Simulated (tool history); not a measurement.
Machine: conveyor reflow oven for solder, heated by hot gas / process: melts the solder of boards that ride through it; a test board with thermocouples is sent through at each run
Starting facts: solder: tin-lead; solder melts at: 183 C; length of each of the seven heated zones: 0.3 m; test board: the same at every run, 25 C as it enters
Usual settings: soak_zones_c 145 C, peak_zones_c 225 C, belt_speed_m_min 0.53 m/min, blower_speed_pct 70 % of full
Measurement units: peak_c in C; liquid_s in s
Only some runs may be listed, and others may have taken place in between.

| run | hour | soak_zones_c | peak_zones_c | belt_speed_m_min | blower_speed_pct | peak_c | liquid_s |
|---|---|---|---|---|---|---|---|
| 1 | 0 | 145 | 225 | 0.53 | 70 | 203.5 | 41.8 |
| 2 | 16.5 | 145 | 225 | 0.53 | 70 | 204.3 | 41 |
| 3 | 38.4 | 145 | 225 | 0.53 | 70 | 203.2 | 40.5 |
| 4 | 52.9 | 145 | 225 | 0.53 | 54 | 198.5 | 32.2 |
| 5 | 83 | 145 | 225 | 0.53 | 54 | 197.9 | 32.2 |
| 6 | 102.7 | 145 | 225 | 0.53 | 54 | 198.6 | 31.6 |
| 7 | 121.8 | 145 | 225 | 0.53 | 54 | 197 | 31.1 |
| 8 | 144.6 | 145 | 225 | 0.53 | 54 | 197.2 | 31.3 |
| 9 | 173.5 | 145 | 225 | 0.53 | 54 | 197.8 | 31.3 |
| 10 | 191.3 | 145 | 225 | 0.53 | 54 | 197 | 29.7 |
| 11 | 205.8 | 145 | 231 | 0.53 | 70 | 206.8 | 44.6 |
| 12 | 222.7 | 137 | 225 | 0.53 | 61 | 197.8 | 28.5 |
| 13 | 245.9 | 145 | 237 | 0.53 | 70 | 210.9 | 47.3 |
| 14 | 269.6 | 145 | 237 | 0.53 | 70 | 211.1 | 47.6 |
| 15 | 293.4 | 155 | 225 | 0.53 | 61 | 201.8 | 42 |
| 16 | 312.3 | 155 | 225 | 0.53 | 61 | 201.9 | 41.5 |
| 17 | 338.6 | 147 | 235 | 0.53 | 70 | 209.6 | 46.9 |
| 18 | 362.9 | 147 | 232 | 0.464 | 70 | 211.7 | 55.6 |
| 19 | 387.8 | 151 | 232 | 0.468 | 70 | 212.9 | 59.2 |
| 20 | 418.6 | 140 | 225 | 0.554 | 70 | 197.2 | 28.9 |
| 21 | 441.4 | 140 | 225 | 0.554 | 70 | 197.4 | 28 |

4 options for the next run, each taken on its own from the tool as it stands now. Forecast them:
| A | 467.7 | 140 | 225 | 0.554 | 53 | ? | ? |
| B | 467.7 | 158 | 225 | 0.53 | 54 | ? | ? |
| C | 467.7 | 145 | 219 | 0.442 | 70 | ? | ? |
| D | 467.7 | 140 | 225 | 0.53 | 70 | ? | ? |

| run | peak_c | liquid_s |
|---|---|---|
| A | 191 | 18.4 |
| B | 199.3 | 37.5 |
| C | 201.3 | 47.9 |
| D | 198.4 | 31.6 |
Had the tool no hidden state, the same runs would have come out as:
| run | peak_c | liquid_s |
|---|---|---|
| A | 196.6 | 27.6 |
| B | 204.4 | 44.5 |
| C | 206.7 | 55.4 |
| D | 204.7 | 39.4 |
